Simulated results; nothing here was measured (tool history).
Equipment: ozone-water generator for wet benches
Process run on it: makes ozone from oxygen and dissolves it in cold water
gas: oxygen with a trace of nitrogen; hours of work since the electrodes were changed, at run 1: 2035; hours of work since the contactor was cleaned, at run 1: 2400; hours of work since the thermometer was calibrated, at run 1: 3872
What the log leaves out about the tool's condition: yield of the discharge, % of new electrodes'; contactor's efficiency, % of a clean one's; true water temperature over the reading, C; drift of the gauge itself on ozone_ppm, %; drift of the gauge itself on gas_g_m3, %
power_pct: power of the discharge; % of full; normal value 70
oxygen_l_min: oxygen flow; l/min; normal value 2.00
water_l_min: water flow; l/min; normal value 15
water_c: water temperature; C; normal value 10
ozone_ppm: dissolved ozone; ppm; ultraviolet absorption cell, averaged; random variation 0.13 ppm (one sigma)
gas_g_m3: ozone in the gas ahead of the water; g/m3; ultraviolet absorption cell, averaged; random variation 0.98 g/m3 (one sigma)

| run | day | power_pct | oxygen_l_min | water_l_min | water_c | hours of work since the electrodes were changed | hours of work since the contactor was cleaned | hours of work since the thermometer was calibrated | ozone_ppm | gas_g_m3 |
|---|---|---|---|---|---|---|---|---|---|---|
| 1 | 0.000 | 70 | 2.00 | 15 | 10 | 2035 | 2400 | 3872 | 13.2 | 159.9 |
| 2 | 4.333 | 70 | 3.23 | 15 | 10 | 2106 | 2471 | 3943 | 13.8 | 116.7 |
|  | 5.033 | water thermometer calibrated |
| 3 | 8.125 | 70 | 3.23 | 15 | 10 | 2167 | 2532 | 50 | 13.6 | 115.7 |
| 4 | 11.371 | 70 | 2.00 | 9 | 10 | 2220 | 2585 | 103 | 20.9 | 159.3 |
|  | 14.229 | water thermometer calibrated, once more |
| 5 | 15.475 | 66 | 2.00 | 9 | 10 | 2287 | 2652 | 20 | 19.9 | 154.1 |
| 6 | 19.012 | 70 | 2.00 | 15 | 10 | 2345 | 2710 | 78 | 13.1 | 158.7 |
| 7 | 21.267 | 70 | 2.00 | 15 | 10 | 2381 | 2746 | 115 | 13.2 | 158.4 |
| 8 | 24.254 | 70 | 2.00 | 15 | 10 | 2430 | 2795 | 164 | 13.1 | 159.7 |
| 9 | 29.521 | 70 | 2.00 | 15 | 10 | 2516 | 2881 | 250 | 13.3 | 158.0 |
| 10 | 33.846 | 82 | 2.00 | 15 | 10 | 2587 | 2952 | 320 | 14.5 | 173.0 |
| 11 | 37.038 | 82 | 1.55 | 15 | 10 | 2639 | 3004 | 372 | 13.9 | 204.2 |
| 12 | 41.167 | 82 | 1.55 | 15 | 10 | 2706 | 3071 | 440 | 13.9 | 208.1 |
|  | 42.358 | contactor cleaned |
| 13 | 45.879 | 70 | 2.00 | 15 | 10 | 2780 | 57 | 514 | 13.2 | 156.9 |
| 14 | 49.538 | 70 | 2.00 | 15 | 6 | 2840 | 117 | 573 | 13.5 | 156.7 |
| 15 | 52.208 | 70 | 2.00 | 15 | 6 | 2884 | 161 | 617 | 13.6 | 156.2 |
| 16 | 56.221 | 70 | 2.00 | 15 | 6 | 2949 | 226 | 682 | 13.4 | 155.7 |
| 17 | 60.579 | 70 | 2.00 | 18 | 6 | 3020 | 297 | 754 | 11.1 | 155.3 |
| 18 | 63.458 | 70 | 2.00 | 18 | 6 | 3067 | 344 | 801 | 11.1 | 154.9 |
| 19 | 67.058 | 70 | 2.00 | 18 | 6 | 3126 | 403 | 859 | 11.0 | 154.2 |
| 20 | 71.979 | 78 | 2.00 | 15 | 7 | 3206 | 483 | 940 | 14.1 | 166.1 |
| 21 | 76.888 | 78 | 2.00 | 15 | 7 | 3286 | 563 | 1020 | 14.1 | 166.1 |
| 22 | 81.508 | 78 | 2.00 | 15 | 7 | 3362 | 639 | 1095 | 14.1 | 164.7 |
| 23 | 85.938 | 70 | 1.14 | 14 | 10 | 3434 | 711 | 1167 | 12.9 | 222.7 |
| 24 | 88.762 | 54 | 2.00 | 15 | 16 | 3480 | 757 | 1213 | 10.5 | 130.0 |
| 25 | 93.533 | 54 | 2.00 | 15 | 16 | 3558 | 835 | 1291 | 10.0 | 131.2 |
| 26 | 96.062 | 50 | 2.00 | 15 | 7 | 3599 | 876 | 1333 | 10.5 | 122.9 |
| 27 | 100.838 | 47 | 2.00 | 15 | 12 | 3677 | 954 | 1410 | 9.6 | 118.2 |
| 28 | 105.583 | 86 | 2.00 | 15 | 12 | 3755 | 1032 | 1488 | 14.1 | 173.7 |
| 29 | 109.279 | 79 | 2.00 | 9 | 10 | 3815 | 1092 | 1548 | 21.6 | 165.0 |
| 30 | 111.942 | 86 | 2.13 | 16 | 7 | 3858 | 1135 | 1592 | 14.0 | 165.0 |
| 31 | 114.883 | 86 | 2.13 | 16 | 7 | 3906 | 1183 | 1640 | 13.8 | 164.9 |
| 32 | 117.308 | 86 | 2.13 | 16 | 7 | 3946 | 1223 | 1679 | 13.8 | 164.5 |
| 33 | 122.217 | 86 | 2.13 | 16 | 7 | 4026 | 1303 | 1759 | 13.9 | 165.5 |
| 34 | 127.658 | 86 | 2.13 | 16 | 7 | 4115 | 1392 | 1848 | 13.9 | 165.0 |

Across each entry between runs, compare the hidden state at the last listed run before it with the hidden state at the first listed run after it:
From run 2 to run 3: water thermometer calibrated (day 5.033)
  yield of the discharge, % of new electrodes': 94.4 -> 94.2; contactor's efficiency, % of a clean one's: 96.4 -> 96.3; true water temperature over the reading, C: 0.28 -> 0.39
  what was measured, less what the result would be without the hidden state, ozone_ppm: -1.0 -> -1.1 ppm; gas_g_m3: -6.9 -> -7.2 g/m3
From run 4 to run 5: water thermometer calibrated, once more (day 14.229)
  yield of the discharge, % of new electrodes': 94.1 -> 93.9; contactor's efficiency, % of a clean one's: 96.2 -> 96.1; true water temperature over the reading, C: 0.39 -> -0.02
  what was measured, less what the result would be without the hidden state, ozone_ppm: -1.6 -> -1.4 ppm; gas_g_m3: -10.1 -> -9.6 g/m3
From run 12 to run 13: contactor cleaned (day 42.358)
  yield of the discharge, % of new electrodes': 92.7 -> 92.5; contactor's efficiency, % of a clean one's: 95.6 -> 99.1
  what was measured, less what the result would be without the hidden state, ozone_ppm: -1.5 -> -1.1 ppm; gas_g_m3: -18.0 -> -12.6 g/m3
